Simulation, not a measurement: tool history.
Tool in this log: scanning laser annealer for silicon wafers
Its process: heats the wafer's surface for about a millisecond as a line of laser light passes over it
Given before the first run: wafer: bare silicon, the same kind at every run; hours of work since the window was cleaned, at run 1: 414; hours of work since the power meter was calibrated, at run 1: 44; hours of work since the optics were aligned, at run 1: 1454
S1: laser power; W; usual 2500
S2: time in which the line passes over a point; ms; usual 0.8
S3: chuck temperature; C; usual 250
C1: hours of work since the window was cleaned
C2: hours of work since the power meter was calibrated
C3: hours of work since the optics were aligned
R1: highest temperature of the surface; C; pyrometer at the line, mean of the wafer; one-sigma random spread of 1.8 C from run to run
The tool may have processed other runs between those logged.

run	hour	S1	S2	S3	C1	C2	C3	R1
1	0	2500	0.8	250	414	44	1454	958
2	8.5	2500	0.8	250	419	48	1458	959
3	15.3	2500	0.8	250	422	51	1462	955
4	22.3	2500	0.8	250	425	55	1465	955
5	31.5	2500	0.8	256	430	59	1469	960
6	39.7	2500	0.8	250	434	63	1473	957
7	48.6	2346	0.8	250	438	67	1478	914
8	55	2500	0.8	221	441	70	1481	928
9	67.7	2500	0.8	221	447	77	1487	929
10	77.9	2510	0.8	250	452	82	1492	956
11	91.6	2510	0.8	250	459	88	1499	959
12	101.4	2503	0.872	250	464	93	1503	986
13	108.4	2503	0.872	250	467	96	1507	983
14	120.6	2708	0.841	250	473	102	1513	1029
15	127.6	2708	0.841	250	476	106	1516	1028
16	134.3	2315	0.843	252	480	109	1519	924
17	147	2339	0.74	256	486	115	1525	897
18	160.2	2500	0.85	225	492	122	1532	952
19	170.9	2500	0.85	225	497	127	1537	953

Forecast run 20:
20	182	2500	0.85	225	503	132	1542	?

R1: 954 C
Were there no unlogged condition in the tool, this run, its random variation unchanged, would have produced R1 956 C.
